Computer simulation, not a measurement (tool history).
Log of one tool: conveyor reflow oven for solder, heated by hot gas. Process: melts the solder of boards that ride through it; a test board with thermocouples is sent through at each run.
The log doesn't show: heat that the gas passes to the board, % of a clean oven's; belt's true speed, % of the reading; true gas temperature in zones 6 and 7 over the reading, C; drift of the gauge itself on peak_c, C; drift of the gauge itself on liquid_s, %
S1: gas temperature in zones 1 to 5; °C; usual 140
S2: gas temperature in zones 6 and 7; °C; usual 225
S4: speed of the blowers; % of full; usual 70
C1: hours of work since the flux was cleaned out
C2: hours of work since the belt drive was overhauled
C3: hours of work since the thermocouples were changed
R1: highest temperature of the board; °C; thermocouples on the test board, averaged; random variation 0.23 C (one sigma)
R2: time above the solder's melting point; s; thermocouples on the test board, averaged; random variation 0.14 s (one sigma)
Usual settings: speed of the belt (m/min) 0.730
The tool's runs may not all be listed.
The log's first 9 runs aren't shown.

{"run": 10, "hour": 163.3, "S1": 140, "S2": 225, "speed of the belt (m/min)": 0.73, "S4": 63, "C1": 25, "C2": 516, "C3": 572, "R1": 203.5, "R2": 28.8}
{"run": 11, "hour": 177.7, "S1": 140, "S2": 225, "speed of the belt (m/min)": 0.73, "S4": 74, "C1": 33, "C2": 524, "C3": 580, "R1": 207.0, "R2": 31.6}
{"run": 12, "hour": 196.5, "S1": 140, "S2": 225, "speed of the belt (m/min)": 0.73, "S4": 74, "C1": 43, "C2": 533, "C3": 590, "R1": 206.9, "R2": 31.5}
{"hour": 218.7, "done": "flux residue cleaned out of gas plates and filters, once more"}
{"run": 13, "hour": 218.7, "S1": 140, "S2": 231, "speed of the belt (m/min)": 0.73, "S4": 74, "C1": 0, "C2": 543, "C3": 599, "R1": 213.2, "R2": 36.0}
{"run": 14, "hour": 234.3, "S1": 140, "S2": 231, "speed of the belt (m/min)": 0.73, "S4": 74, "C1": 8, "C2": 551, "C3": 607, "R1": 213.2, "R2": 35.9}
{"run": 15, "hour": 254.1, "S1": 140, "S2": 225, "speed of the belt (m/min)": 0.73, "S4": 70, "C1": 19, "C2": 561, "C3": 618, "R1": 207.3, "R2": 32.0}
{"run": 16, "hour": 266.5, "S1": 140, "S2": 225, "speed of the belt (m/min)": 0.73, "S4": 70, "C1": 25, "C2": 568, "C3": 624, "R1": 207.0, "R2": 31.8}
{"run": 17, "hour": 291.5, "S1": 140, "S2": 225, "speed of the belt (m/min)": 0.73, "S4": 70, "C1": 39, "C2": 581, "C3": 638, "R1": 207.1, "R2": 31.9}
{"run": 18, "hour": 316.7, "S1": 139, "S2": 225, "speed of the belt (m/min)": 0.73, "S4": 78, "C1": 52, "C2": 595, "C3": 651, "R1": 208.7, "R2": 33.2}
{"run": 19, "hour": 332.8, "S1": 155, "S2": 222, "speed of the belt (m/min)": 0.735, "S4": 78, "C1": 60, "C2": 603, "C3": 659, "R1": 208.8, "R2": 37.8}
{"run": 20, "hour": 358.8, "S1": 155, "S2": 222, "speed of the belt (m/min)": 0.735, "S4": 78, "C1": 74, "C2": 617, "C3": 673, "R1": 208.7, "R2": 37.2}
{"run": 21, "hour": 379.2, "S1": 140, "S2": 218, "speed of the belt (m/min)": 0.73, "S4": 70, "C1": 85, "C2": 628, "C3": 684, "R1": 200.7, "R2": 26.9}
{"run": 22, "hour": 403.8, "S1": 138, "S2": 237, "speed of the belt (m/min)": 0.64, "S4": 70, "C1": 98, "C2": 641, "C3": 697, "R1": 220.4, "R2": 44.8}
{"run": 23, "hour": 418.6, "S1": 138, "S2": 237, "speed of the belt (m/min)": 0.795, "S4": 90, "C1": 106, "C2": 649, "C3": 705, "R1": 218.9, "R2": 35.1}
{"run": 24, "hour": 433.3, "S1": 132, "S2": 236, "speed of the belt (m/min)": 0.605, "S4": 74, "C1": 114, "C2": 656, "C3": 713, "R1": 221.0, "R2": 46.7}
{"run": 25, "hour": 449.8, "S1": 132, "S2": 236, "speed of the belt (m/min)": 0.646, "S4": 74, "C1": 122, "C2": 665, "C3": 722, "R1": 219.6, "R2": 42.7}
{"run": 26, "hour": 470.3, "S1": 132, "S2": 236, "speed of the belt (m/min)": 0.594, "S4": 59, "C1": 133, "C2": 676, "C3": 732, "R1": 217.8, "R2": 45.1}
{"run": 27, "hour": 496.3, "S1": 132, "S2": 234, "speed of the belt (m/min)": 0.597, "S4": 59, "C1": 147, "C2": 690, "C3": 746, "R1": 215.5, "R2": 43.2}
{"hour": 514.4, "done": "flux residue cleaned out of gas plates and filters"}
{"run": 28, "hour": 514.6, "S1": 132, "S2": 234, "speed of the belt (m/min)": 0.597, "S4": 59, "C1": 0, "C2": 697, "C3": 753, "R1": 216.0, "R2": 44.0}
{"run": 29, "hour": 528.5, "S1": 132, "S2": 224, "speed of the belt (m/min)": 0.605, "S4": 59, "C1": 7, "C2": 704, "C3": 761, "R1": 206.8, "R2": 36.6}
{"run": 30, "hour": 549.9, "S1": 132, "S2": 224, "speed of the belt (m/min)": 0.605, "S4": 59, "C1": 19, "C2": 715, "C3": 772, "R1": 206.8, "R2": 36.8}

4 ways to go on from here, each from the tool as it stands after run 30. What would each give?
{"run": "A", "hour": 560.9, "S1": 140, "S2": 225, "speed of the belt (m/min)": 0.73, "S4": 79, "C1": 25, "C2": 721, "C3": 778, "R1": "?", "R2": "?"}
{"run": "B", "hour": 560.9, "S1": 134, "S2": 225, "speed of the belt (m/min)": 0.764, "S4": 53, "C1": 25, "C2": 721, "C3": 778, "R1": "?", "R2": "?"}
{"run": "C", "hour": 560.9, "S1": 142, "S2": 224, "speed of the belt (m/min)": 0.702, "S4": 81, "C1": 25, "C2": 721, "C3": 778, "R1": "?", "R2": "?"}
{"run": "D", "hour": 560.9, "S1": 128, "S2": 224, "speed of the belt (m/min)": 0.791, "S4": 53, "C1": 25, "C2": 721, "C3": 778, "R1": "?", "R2": "?"}

run=A R1=209.3 R2=33.6
run=B R1=198.2 R2=20.5
run=C R1=209.6 R2=36.6
run=D R1=194.4 R2=15.0
Without the tool's hidden state the same runs would have given:
run=A R1=210.9 R2=33.8
run=B R1=199.3 R2=21.0
run=C R1=211.3 R2=36.7
run=D R1=195.5 R2=15.7

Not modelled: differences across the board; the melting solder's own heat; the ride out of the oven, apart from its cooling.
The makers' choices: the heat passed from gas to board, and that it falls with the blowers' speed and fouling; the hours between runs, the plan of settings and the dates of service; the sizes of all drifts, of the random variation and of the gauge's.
